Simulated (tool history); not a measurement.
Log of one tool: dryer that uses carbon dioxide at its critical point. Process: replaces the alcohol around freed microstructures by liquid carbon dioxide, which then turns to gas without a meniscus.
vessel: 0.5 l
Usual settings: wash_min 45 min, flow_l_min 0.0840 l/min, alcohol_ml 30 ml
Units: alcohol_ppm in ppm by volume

{"run": 1, "day": 0.0, "wash_min": 45, "flow_l_min": 0.084, "alcohol_ml": 30, "alcohol_ppm": 323}
{"run": 2, "day": 1.358, "wash_min": 45, "flow_l_min": 0.084, "alcohol_ml": 30, "alcohol_ppm": 343}
{"run": 3, "day": 2.8, "wash_min": 48, "flow_l_min": 0.084, "alcohol_ml": 30, "alcohol_ppm": 280}
{"run": 4, "day": 3.983, "wash_min": 48, "flow_l_min": 0.084, "alcohol_ml": 30, "alcohol_ppm": 303}
{"run": 5, "day": 5.267, "wash_min": 48, "flow_l_min": 0.0551, "alcohol_ml": 30, "alcohol_ppm": 1953}
{"run": 6, "day": 7.154, "wash_min": 45, "flow_l_min": 0.084, "alcohol_ml": 30, "alcohol_ppm": 470}
{"run": 7, "day": 8.054, "wash_min": 45, "flow_l_min": 0.084, "alcohol_ml": 30, "alcohol_ppm": 477}
{"run": 8, "day": 9.571, "wash_min": 45, "flow_l_min": 0.084, "alcohol_ml": 30, "alcohol_ppm": 535}
{"run": 9, "day": 11.575, "wash_min": 45, "flow_l_min": 0.0915, "alcohol_ml": 30, "alcohol_ppm": 405}
{"day": 12.112, "done": "inlet filter changed"}
{"run": 10, "day": 13.483, "wash_min": 45, "flow_l_min": 0.0915, "alcohol_ml": 30, "alcohol_ppm": 265}
{"run": 11, "day": 14.946, "wash_min": 45, "flow_l_min": 0.084, "alcohol_ml": 30, "alcohol_ppm": 412}
{"run": 12, "day": 16.867, "wash_min": 45, "flow_l_min": 0.084, "alcohol_ml": 30, "alcohol_ppm": 453}
{"run": 13, "day": 18.25, "wash_min": 45, "flow_l_min": 0.084, "alcohol_ml": 30, "alcohol_ppm": 492}
{"run": 14, "day": 19.392, "wash_min": 63, "flow_l_min": 0.084, "alcohol_ml": 30, "alcohol_ppm": 155}
{"run": 15, "day": 21.362, "wash_min": 63, "flow_l_min": 0.084, "alcohol_ml": 30, "alcohol_ppm": 177}
{"run": 16, "day": 23.362, "wash_min": 63, "flow_l_min": 0.084, "alcohol_ml": 30, "alcohol_ppm": 179}
{"day": 24.279, "done": "inlet filter changed"}
{"run": 17, "day": 25.388, "wash_min": 63, "flow_l_min": 0.084, "alcohol_ml": 30, "alcohol_ppm": 149}
{"run": 18, "day": 26.242, "wash_min": 63, "flow_l_min": 0.084, "alcohol_ml": 30, "alcohol_ppm": 161}
{"run": 19, "day": 27.283, "wash_min": 63, "flow_l_min": 0.084, "alcohol_ml": 30, "alcohol_ppm": 175}
{"run": 20, "day": 28.954, "wash_min": 63, "flow_l_min": 0.084, "alcohol_ml": 30, "alcohol_ppm": 185}
{"run": 21, "day": 30.479, "wash_min": 63, "flow_l_min": 0.084, "alcohol_ml": 30, "alcohol_ppm": 202}
{"run": 22, "day": 31.992, "wash_min": 63, "flow_l_min": 0.084, "alcohol_ml": 30, "alcohol_ppm": 193}
{"run": 23, "day": 33.571, "wash_min": 63, "flow_l_min": 0.084, "alcohol_ml": 30, "alcohol_ppm": 221}
{"run": 24, "day": 35.188, "wash_min": 63, "flow_l_min": 0.084, "alcohol_ml": 30, "alcohol_ppm": 244}
{"day": 36.438, "done": "inlet filter changed"}
{"run": 25, "day": 36.562, "wash_min": 45, "flow_l_min": 0.1206, "alcohol_ml": 30, "alcohol_ppm": 181}
{"run": 26, "day": 37.567, "wash_min": 45, "flow_l_min": 0.1206, "alcohol_ml": 30, "alcohol_ppm": 183}
{"run": 27, "day": 39.379, "wash_min": 37, "flow_l_min": 0.0715, "alcohol_ml": 71, "alcohol_ppm": 4090}
{"run": 28, "day": 40.862, "wash_min": 30, "flow_l_min": 0.0715, "alcohol_ml": 26, "alcohol_ppm": 3064}
{"run": 29, "day": 42.675, "wash_min": 51, "flow_l_min": 0.0715, "alcohol_ml": 65, "alcohol_ppm": 1257}
{"run": 30, "day": 44.279, "wash_min": 45, "flow_l_min": 0.1187, "alcohol_ml": 30, "alcohol_ppm": 239}
{"run": 31, "day": 45.688, "wash_min": 52, "flow_l_min": 0.084, "alcohol_ml": 22, "alcohol_ppm": 354}
{"run": 32, "day": 46.8, "wash_min": 35, "flow_l_min": 0.084, "alcohol_ml": 31, "alcohol_ppm": 1670}
{"run": 33, "day": 48.2, "wash_min": 39, "flow_l_min": 0.1017, "alcohol_ml": 25, "alcohol_ppm": 515}

Forecast run 34:
{"day": 48.55, "done": "inlet filter changed"}
{"run": 34, "day": 49.392, "wash_min": 39, "flow_l_min": 0.1017, "alcohol_ml": 25, "alcohol_ppm": "?"}

Run 34 gave alcohol_ppm 377 ppm by volume.
Without the tool's hidden state the same run would have given alcohol_ppm 169 ppm by volume.

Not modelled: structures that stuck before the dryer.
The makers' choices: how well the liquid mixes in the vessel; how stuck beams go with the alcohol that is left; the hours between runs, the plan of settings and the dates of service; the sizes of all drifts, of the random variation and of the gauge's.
